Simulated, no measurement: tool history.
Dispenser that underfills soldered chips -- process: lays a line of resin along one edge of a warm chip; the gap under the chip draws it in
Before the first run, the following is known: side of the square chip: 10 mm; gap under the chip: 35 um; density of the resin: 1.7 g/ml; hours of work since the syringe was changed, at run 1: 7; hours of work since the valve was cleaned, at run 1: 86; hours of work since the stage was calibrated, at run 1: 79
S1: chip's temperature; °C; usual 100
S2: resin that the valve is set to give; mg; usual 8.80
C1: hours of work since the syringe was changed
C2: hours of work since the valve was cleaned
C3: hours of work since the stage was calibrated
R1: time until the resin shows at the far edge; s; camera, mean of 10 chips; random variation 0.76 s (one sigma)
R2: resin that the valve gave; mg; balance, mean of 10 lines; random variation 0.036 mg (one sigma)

{"run": 1, "hour": 0.0, "S1": 100, "S2": 8.8, "C1": 7, "C2": 86, "C3": 79, "R1": 130.3, "R2": 8.33}
{"hour": 2.7, "done": "new syringe of resin"}
{"run": 2, "hour": 6.5, "S1": 100, "S2": 8.7, "C1": 2, "C2": 90, "C3": 83, "R1": 90.5, "R2": 8.21}
{"run": 3, "hour": 11.1, "S1": 100, "S2": 8.7, "C1": 5, "C2": 93, "C3": 85, "R1": 115.5, "R2": 8.18}
{"hour": 16.3, "done": "new syringe of resin"}
{"run": 4, "hour": 16.8, "S1": 100, "S2": 8.7, "C1": 0, "C2": 96, "C3": 89, "R1": 74.2, "R2": 8.2}
{"run": 5, "hour": 24.0, "S1": 100, "S2": 8.7, "C1": 5, "C2": 101, "C3": 93, "R1": 111.4, "R2": 8.22}
{"hour": 30.0, "done": "new syringe of resin"}
{"run": 6, "hour": 30.4, "S1": 98, "S2": 8.8, "C1": 0, "C2": 105, "C3": 97, "R1": 78.2, "R2": 8.24}
{"hour": 35.5, "done": "dispensing valve cleaned and set on the balance"}
{"run": 7, "hour": 36.4, "S1": 98, "S2": 8.8, "C1": 3, "C2": 1, "C3": 101, "R1": 105.9, "R2": 8.81}
{"run": 8, "hour": 41.7, "S1": 98, "S2": 8.8, "C1": 7, "C2": 4, "C3": 104, "R1": 138.0, "R2": 8.83}
{"hour": 45.1, "done": "new syringe of resin"}
{"run": 9, "hour": 49.1, "S1": 100, "S2": 8.8, "C1": 3, "C2": 8, "C3": 108, "R1": 88.5, "R2": 8.79}
{"run": 10, "hour": 53.5, "S1": 112, "S2": 7.77, "C1": 5, "C2": 11, "C3": 111, "R1": 79.9, "R2": 7.81}
{"hour": 58.7, "done": "new syringe of resin"}
{"run": 11, "hour": 59.9, "S1": 112, "S2": 7.77, "C1": 1, "C2": 15, "C3": 115, "R1": 54.1, "R2": 7.68}
{"run": 12, "hour": 67.1, "S1": 108, "S2": 9.62, "C1": 5, "C2": 20, "C3": 120, "R1": 88.5, "R2": 9.51}
{"run": 13, "hour": 70.6, "S1": 110, "S2": 8.22, "C1": 8, "C2": 22, "C3": 122, "R1": 104.7, "R2": 8.1}
{"hour": 72.5, "done": "new syringe of resin"}
{"run": 14, "hour": 75.3, "S1": 110, "S2": 8.22, "C1": 2, "C2": 25, "C3": 125, "R1": 61.2, "R2": 8.09}
{"run": 15, "hour": 80.0, "S1": 108, "S2": 8.34, "C1": 5, "C2": 28, "C3": 128, "R1": 85.6, "R2": 8.17}
{"hour": 86.3, "done": "new syringe of resin"}
{"run": 16, "hour": 87.0, "S1": 108, "S2": 10.34, "C1": 0, "C2": 32, "C3": 132, "R1": 57.2, "R2": 10.05}
{"run": 17, "hour": 93.7, "S1": 97, "S2": 10.15, "C1": 5, "C2": 36, "C3": 136, "R1": 119.6, "R2": 9.93}

Alternative continuations, all from the tool just after run 17; predict every row:
{"hour": 99.8, "done": "new syringe of resin"}
{"run": "A", "hour": 102.0, "S1": 102, "S2": 8.8, "C1": 1, "C2": 41, "C3": 141, "R1": "?", "R2": "?"}
{"hour": 99.8, "done": "new syringe of resin"}
{"run": "B", "hour": 102.0, "S1": 108, "S2": 10.25, "C1": 1, "C2": 41, "C3": 141, "R1": "?", "R2": "?"}
{"hour": 99.8, "done": "new syringe of resin"}
{"run": "C", "hour": 102.0, "S1": 109, "S2": 7.56, "C1": 1, "C2": 41, "C3": 141, "R1": "?", "R2": "?"}
{"hour": 99.8, "done": "new syringe of resin"}
{"run": "D", "hour": 102.0, "S1": 90, "S2": 10.15, "C1": 1, "C2": 41, "C3": 141, "R1": "?", "R2": "?"}
{"hour": 99.8, "done": "new syringe of resin"}
{"run": "E", "hour": 102.0, "S1": 104, "S2": 9.33, "C1": 1, "C2": 41, "C3": 141, "R1": "?", "R2": "?"}

run=A R1=76.7 R2=8.58
run=B R1=62.4 R2=9.97
run=C R1=64.1 R2=7.40
run=D R1=108.6 R2=9.93
run=E R1=70.0 R2=9.12
The same runs, with their run-to-run variation unchanged, on a tool lacking any hidden condition would have given:
run=A R1=66.5 R2=8.80
run=B R1=54.4 R2=10.22
run=C R1=55.4 R2=7.59
run=D R1=94.3 R2=10.19
run=E R1=60.8 R2=9.36

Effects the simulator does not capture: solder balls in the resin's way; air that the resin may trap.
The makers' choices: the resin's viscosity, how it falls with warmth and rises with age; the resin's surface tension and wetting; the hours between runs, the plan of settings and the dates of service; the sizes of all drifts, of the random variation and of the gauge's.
